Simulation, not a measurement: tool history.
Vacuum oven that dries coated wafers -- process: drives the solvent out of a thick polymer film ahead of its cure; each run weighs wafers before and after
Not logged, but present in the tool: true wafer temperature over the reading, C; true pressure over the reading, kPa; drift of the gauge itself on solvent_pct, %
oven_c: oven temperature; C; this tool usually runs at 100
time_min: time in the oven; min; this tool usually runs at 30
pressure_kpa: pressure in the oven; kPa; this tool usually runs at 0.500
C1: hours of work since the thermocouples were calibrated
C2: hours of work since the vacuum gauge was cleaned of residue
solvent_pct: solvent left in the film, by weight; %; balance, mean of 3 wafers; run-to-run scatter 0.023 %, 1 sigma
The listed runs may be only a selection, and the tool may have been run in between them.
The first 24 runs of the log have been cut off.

Run 25, day 83.054: usual settings but oven_c 94 C, time_min 47 min, pressure_kpa 1.077 kPa; C1 464; C2 1694. Result: solvent_pct 1.02 %.
Run 26, day 87.017: usual settings but oven_c 103 C; C1 540; C2 1770. Result: solvent_pct 0.67 %.
Run 27, day 91.417: usual settings but oven_c 103 C; C1 625; C2 1854. Result: solvent_pct 0.74 %.
Run 28, day 94.679: usual settings but oven_c 103 C; C1 687; C2 1917. Result: solvent_pct 0.73 %.
Run 29, day 97.688: usual settings but oven_c 110 C, pressure_kpa 0.621 kPa; C1 745; C2 1974. Result: solvent_pct 0.45 %.
Run 30, day 99.833: usual settings but time_min 19 min; C1 786; C2 2015. Result: solvent_pct 2.45 %.
Run 31, day 102.696: usual settings but oven_c 101 C, time_min 21 min, pressure_kpa 0.623 kPa; C1 841; C2 2070. Result: solvent_pct 1.97 %.
Run 32, day 104.804: usual settings but oven_c 86 C, time_min 21 min, pressure_kpa 0.744 kPa; C1 881; C2 2111. Result: solvent_pct 5.26 %.
Run 33, day 109.017: usual settings but oven_c 104 C, pressure_kpa 0.339 kPa; C1 962; C2 2191. Result: solvent_pct 0.67 %.

Here are 5 independent what-if runs from the current tool condition. What would each one return?
Run A, day 111.804: usual settings but oven_c 96 C, time_min 49 min, pressure_kpa 0.328 kPa; C1 1015; C2 2245. Result: solvent_pct ?.
Run B, day 111.804: usual settings but oven_c 112 C, time_min 42 min, pressure_kpa 1.970 kPa; C1 1015; C2 2245. Result: solvent_pct ?.
Run C, day 111.804: usual settings but oven_c 92 C, pressure_kpa 0.421 kPa; C1 1015; C2 2245. Result: solvent_pct ?.
Run D, day 111.804: usual settings but oven_c 91 C, time_min 16 min; C1 1015; C2 2245. Result: solvent_pct ?.
Run E, day 111.804: usual settings but time_min 19 min; C1 1015; C2 2245. Result: solvent_pct ?.

run  solvent_pct
  A         0.54
  B         0.70
  C         2.10
  D         5.52
  E         2.57
Without the tool's hidden state the same runs would have given:
run  solvent_pct
  A         0.28
  B         0.55
  C         1.60
  D         4.86
  E         2.09

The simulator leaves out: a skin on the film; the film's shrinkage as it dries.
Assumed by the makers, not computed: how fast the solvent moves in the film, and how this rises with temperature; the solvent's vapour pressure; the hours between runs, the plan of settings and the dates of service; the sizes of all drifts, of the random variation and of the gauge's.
